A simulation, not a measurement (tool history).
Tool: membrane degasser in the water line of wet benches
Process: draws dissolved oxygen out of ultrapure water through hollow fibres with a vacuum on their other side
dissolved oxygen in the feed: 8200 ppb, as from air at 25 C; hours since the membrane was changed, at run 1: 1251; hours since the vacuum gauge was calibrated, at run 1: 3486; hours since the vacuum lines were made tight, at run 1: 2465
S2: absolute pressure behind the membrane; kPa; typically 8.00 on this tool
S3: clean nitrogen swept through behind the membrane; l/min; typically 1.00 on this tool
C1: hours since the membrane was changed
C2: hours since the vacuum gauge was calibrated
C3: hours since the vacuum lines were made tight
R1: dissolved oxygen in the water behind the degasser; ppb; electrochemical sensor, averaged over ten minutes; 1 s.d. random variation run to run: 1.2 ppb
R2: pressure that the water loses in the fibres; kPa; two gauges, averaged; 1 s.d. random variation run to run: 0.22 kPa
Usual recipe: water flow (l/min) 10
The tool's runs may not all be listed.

{"run": 1, "day": 0.0, "water flow (l/min)": 10, "S2": 8.0, "S3": 1.0, "C1": 1251, "C2": 3486, "C3": 2465, "R1": 121.0, "R2": 54.73}
{"run": 2, "day": 7.771, "water flow (l/min)": 10, "S2": 8.0, "S3": 1.0, "C1": 1437, "C2": 3672, "C3": 2652, "R1": 120.6, "R2": 54.78}
{"run": 3, "day": 13.392, "water flow (l/min)": 8, "S2": 8.0, "S3": 1.0, "C1": 1572, "C2": 3807, "C3": 2787, "R1": 95.6, "R2": 43.82}
{"run": 4, "day": 19.504, "water flow (l/min)": 8, "S2": 8.0, "S3": 1.0, "C1": 1719, "C2": 3954, "C3": 2933, "R1": 95.2, "R2": 43.93}
{"run": 5, "day": 27.533, "water flow (l/min)": 13, "S2": 8.0, "S3": 1.0, "C1": 1911, "C2": 4146, "C3": 3126, "R1": 156.6, "R2": 71.45}
{"run": 6, "day": 33.271, "water flow (l/min)": 13, "S2": 8.0, "S3": 1.0, "C1": 2049, "C2": 4284, "C3": 3264, "R1": 157.0, "R2": 70.83}
{"run": 7, "day": 39.717, "water flow (l/min)": 15, "S2": 11.33, "S3": 1.18, "C1": 2204, "C2": 4439, "C3": 3419, "R1": 253.9, "R2": 82.58}
{"run": 8, "day": 46.579, "water flow (l/min)": 15, "S2": 11.33, "S3": 1.18, "C1": 2369, "C2": 4604, "C3": 3583, "R1": 258.7, "R2": 82.42}
{"run": 9, "day": 54.075, "water flow (l/min)": 15, "S2": 11.33, "S3": 1.18, "C1": 2548, "C2": 4783, "C3": 3763, "R1": 257.2, "R2": 82.21}
{"run": 10, "day": 59.604, "water flow (l/min)": 10, "S2": 5.97, "S3": 1.0, "C1": 2681, "C2": 4916, "C3": 3896, "R1": 74.3, "R2": 55.26}
{"run": 11, "day": 65.071, "water flow (l/min)": 12, "S2": 13.83, "S3": 0.87, "C1": 2812, "C2": 5047, "C3": 4027, "R1": 340.1, "R2": 65.94}
{"run": 12, "day": 69.042, "water flow (l/min)": 8, "S2": 8.0, "S3": 1.05, "C1": 2908, "C2": 5143, "C3": 4122, "R1": 91.9, "R2": 43.79}

3 options for the next run, each taken on its own from the tool as it stands now. Forecast them:
{"run": "A", "day": 76.508, "water flow (l/min)": 7, "S2": 7.16, "S3": 2.1, "C1": 3087, "C2": 5322, "C3": 4302, "R1": "?", "R2": "?"}
{"run": "B", "day": 76.508, "water flow (l/min)": 10, "S2": 8.39, "S3": 1.0, "C1": 3087, "C2": 5322, "C3": 4302, "R1": "?", "R2": "?"}
{"run": "C", "day": 76.508, "water flow (l/min)": 11, "S2": 11.15, "S3": 1.24, "C1": 3087, "C2": 5322, "C3": 4302, "R1": "?", "R2": "?"}

run=A R1=35.8 R2=38.33
run=B R1=130.8 R2=54.72
run=C R1=173.2 R2=60.43
What these runs would have given with no unlogged condition in the tool:
run=A R1=35.7 R2=38.32
run=B R1=130.5 R2=54.71
run=C R1=172.9 R2=60.42
